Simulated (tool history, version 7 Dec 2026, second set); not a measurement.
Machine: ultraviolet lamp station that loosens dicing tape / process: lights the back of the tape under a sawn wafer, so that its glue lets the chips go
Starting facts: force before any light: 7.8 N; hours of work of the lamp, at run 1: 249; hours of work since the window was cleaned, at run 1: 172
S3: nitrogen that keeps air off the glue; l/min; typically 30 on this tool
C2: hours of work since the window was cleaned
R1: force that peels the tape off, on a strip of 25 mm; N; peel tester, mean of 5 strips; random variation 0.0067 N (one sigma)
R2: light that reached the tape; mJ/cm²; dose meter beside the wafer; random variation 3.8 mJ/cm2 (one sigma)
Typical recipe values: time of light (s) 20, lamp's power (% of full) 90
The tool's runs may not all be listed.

run 1 day=0.000 | time_of_light_(s)=20 lamp's_power_(%_of_full)=90 S3=30 | hours_of_work_of_the_lamp=249 C2=172 | R1=0.272 R2=525
run 2 day=2.008 | time_of_light_(s)=20 lamp's_power_(%_of_full)=90 S3=30 | hours_of_work_of_the_lamp=273 C2=197 | R1=0.287 R2=511
run 3 day=3.133 | time_of_light_(s)=12 lamp's_power_(%_of_full)=90 S3=30 | hours_of_work_of_the_lamp=287 C2=210 | R1=0.746 R2=300
run 4 day=4.475 | time_of_light_(s)=20 lamp's_power_(%_of_full)=90 S3=22 | hours_of_work_of_the_lamp=303 C2=226 | R1=0.348 R2=496
run 5 day=7.125 | time_of_light_(s)=20 lamp's_power_(%_of_full)=90 S3=22 | hours_of_work_of_the_lamp=335 C2=258 | R1=0.361 R2=477
run 6 day=8.371 | time_of_light_(s)=20 lamp's_power_(%_of_full)=90 S3=30 | hours_of_work_of_the_lamp=350 C2=273 | R1=0.316 R2=475
run 7 day=10.504 | time_of_light_(s)=20 lamp's_power_(%_of_full)=90 S3=30 | hours_of_work_of_the_lamp=375 C2=299 | R1=0.340 R2=463
-- day=10.742 window cleaned of glue's vapour
run 8 day=13.129 | time_of_light_(s)=20 lamp's_power_(%_of_full)=95 S3=30 | hours_of_work_of_the_lamp=406 C2=29 | R1=0.364 R2=442
run 9 day=14.512 | time_of_light_(s)=20 lamp's_power_(%_of_full)=95 S3=30 | hours_of_work_of_the_lamp=423 C2=45 | R1=0.372 R2=436
run 10 day=15.738 | time_of_light_(s)=20 lamp's_power_(%_of_full)=95 S3=30 | hours_of_work_of_the_lamp=438 C2=60 | R1=0.391 R2=432
run 11 day=17.379 | time_of_light_(s)=20 lamp's_power_(%_of_full)=95 S3=30 | hours_of_work_of_the_lamp=458 C2=80 | R1=0.411 R2=421
run 12 day=19.400 | time_of_light_(s)=20 lamp's_power_(%_of_full)=79 S3=24 | hours_of_work_of_the_lamp=482 C2=104 | R1=0.677 R2=335
-- day=21.929 window cleaned of glue's vapour, once more
run 13 day=22.138 | time_of_light_(s)=25 lamp's_power_(%_of_full)=90 S3=11 | hours_of_work_of_the_lamp=514 C2=2 | R1=0.306 R2=611
run 14 day=23.912 | time_of_light_(s)=21 lamp's_power_(%_of_full)=90 S3=15 | hours_of_work_of_the_lamp=536 C2=24 | R1=0.376 R2=504
run 15 day=26.138 | time_of_light_(s)=30 lamp's_power_(%_of_full)=81 S3=30 | hours_of_work_of_the_lamp=562 C2=51 | R1=0.228 R2=627
run 16 day=28.362 | time_of_light_(s)=30 lamp's_power_(%_of_full)=81 S3=30 | hours_of_work_of_the_lamp=589 C2=77 | R1=0.234 R2=617
run 17 day=30.871 | time_of_light_(s)=20 lamp's_power_(%_of_full)=80 S3=23 | hours_of_work_of_the_lamp=619 C2=107 | R1=0.503 R2=390
run 18 day=32.808 | time_of_light_(s)=20 lamp's_power_(%_of_full)=80 S3=23 | hours_of_work_of_the_lamp=643 C2=131 | R1=0.525 R2=379
run 19 day=34.321 | time_of_light_(s)=13 lamp's_power_(%_of_full)=73 S3=14 | hours_of_work_of_the_lamp=661 C2=149 | R1=1.726 R2=219
run 20 day=37.092 | time_of_light_(s)=31 lamp's_power_(%_of_full)=71 S3=30 | hours_of_work_of_the_lamp=694 C2=182 | R1=0.307 R2=494
run 21 day=39.175 | time_of_light_(s)=24 lamp's_power_(%_of_full)=70 S3=16 | hours_of_work_of_the_lamp=719 C2=207 | R1=0.710 R2=364

3 options for the next run, each taken on its own from the tool as it stands now. Forecast them:
run A day=41.142 | time_of_light_(s)=14 lamp's_power_(%_of_full)=90 S3=30 | hours_of_work_of_the_lamp=743 C2=231 | R1=? R2=?
run B day=41.142 | time_of_light_(s)=14 lamp's_power_(%_of_full)=64 S3=38 | hours_of_work_of_the_lamp=743 C2=231 | R1=? R2=?
run C day=41.142 | time_of_light_(s)=20 lamp's_power_(%_of_full)=90 S3=35 | hours_of_work_of_the_lamp=743 C2=231 | R1=? R2=?

run=A R1=0.950 R2=265
run=B R1=1.508 R2=185
run=C R1=0.446 R2=377
Without the tool's unlogged condition, the same runs would have read:
run=A R1=0.346 R2=449
run=B R1=0.588 R2=315
run=C R1=0.220 R2=638

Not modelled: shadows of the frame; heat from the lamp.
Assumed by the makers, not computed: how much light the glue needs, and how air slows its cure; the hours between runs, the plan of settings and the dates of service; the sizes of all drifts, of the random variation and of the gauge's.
